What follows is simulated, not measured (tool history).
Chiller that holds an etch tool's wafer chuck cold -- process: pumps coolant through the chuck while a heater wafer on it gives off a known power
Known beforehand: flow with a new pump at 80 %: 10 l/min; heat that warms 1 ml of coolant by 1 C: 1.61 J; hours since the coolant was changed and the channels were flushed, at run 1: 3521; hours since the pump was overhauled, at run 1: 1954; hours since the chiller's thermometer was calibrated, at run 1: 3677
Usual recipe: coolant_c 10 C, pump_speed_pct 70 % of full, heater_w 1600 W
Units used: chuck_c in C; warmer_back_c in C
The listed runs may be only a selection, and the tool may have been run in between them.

run      day  coolant_c  pump_speed_pct  heater_w  hours since the coolant was changed and the channels were flushed  hours since the pump was overhauled  hours since the chiller's thermometer was calibrated  chuck_c  warmer_back_c
  1    0.000         10              70      1600                                                               3521                                 1954                                                  3677     27.4           7.10
  2    3.942         10              70      1454                                                               3616                                 2048                                                  3771     25.7           6.52
  3    6.762         10              70      1600                                                               3684                                 2116                                                  3839     27.5           7.16
       8.667  -- chiller's thermometer calibrated
  4   10.608         10              70      1600                                                               3775                                 2207                                                    47     28.4           7.18
  5   15.088         10              70      1600                                                               3882                                 2315                                                   154     28.6           7.23
  6   20.612         10              70      1600                                                               4015                                 2447                                                   287     28.8           7.28
      22.808  -- coolant changed, channels flushed
  7   26.783         10              70      1600                                                                 95                                 2589                                                   429     25.4           7.16
  8   32.317         10              89      1600                                                                228                                 2722                                                   562     23.0           5.67
  9   35.329         10              70      1600                                                                301                                 2795                                                   634     25.7           7.25
 10   38.825         10              70      1600                                                                384                                 2878                                                   718     25.4           7.28
 11   43.375         10              70      1600                                                                494                                 2988                                                   827     25.5           7.27
 12   48.517         10              70      1600                                                                617                                 3111                                                   950     25.6           7.28
      49.154  -- coolant pump overhauled
 13   52.729         10              89      1600                                                                713                                   86                                                  1046     23.5           5.96
 14   56.512         10              89      1600                                                                804                                  177                                                  1137     23.5           5.92
 15   62.525         10              89      1600                                                                948                                  321                                                  1282     23.8           5.95
 16   66.946         10              70      1825                                                               1054                                  427                                                  1388     28.7           8.75
      69.838  -- coolant pump overhauled, once more
 17   69.875         10              70      1825                                                               1120                                    1                                                  1453     27.2           7.77
 18   72.900          6              94      1272                                                               1192                                   74                                                  1526     15.9           3.95
 19   77.525         13              84       889                                                               1303                                  185                                                  1637     20.1           3.15
 20   82.400         19              65      1916                                                               1420                                  302                                                  1754     38.4           8.78
 21   86.425         11              76      2231                                                               1517                                  398                                                  1850     31.6           8.70
 22   91.312         11              76      2231                                                               1634                                  515                                                  1968     31.5           8.76
 23   96.325         17              69       870                                                               1754                                  636                                                  2088     25.4           3.80
 24  101.675          3              71      1992                                                               1883                                  764                                                  2216     22.3           8.43
 25  105.908          6              64      1600                                                               1984                                  866                                                  2318     22.6           7.48

4 options for the next run, each taken on its own from the tool as it stands now. Forecast them:
  A  111.867          5              84      1082                                                               2127                                 1009                                                  2461        ?              ?
  B  111.867          6              78      1620                                                               2127                                 1009                                                  2461        ?              ?
  C  111.867         10              64      1600                                                               2127                                 1009                                                  2461        ?              ?
  D  111.867         10              88      2387                                                               2127                                 1009                                                  2461        ?              ?

run  chuck_c  warmer_back_c
  A     14.1           3.92
  B     20.7           6.24
  C     26.7           7.53
  D     30.1           8.19
Without the tool's hidden state the same runs would have given:
run  chuck_c  warmer_back_c
  A     13.8           3.88
  B     19.9           6.18
  C     25.8           7.46
  D     28.8           8.11

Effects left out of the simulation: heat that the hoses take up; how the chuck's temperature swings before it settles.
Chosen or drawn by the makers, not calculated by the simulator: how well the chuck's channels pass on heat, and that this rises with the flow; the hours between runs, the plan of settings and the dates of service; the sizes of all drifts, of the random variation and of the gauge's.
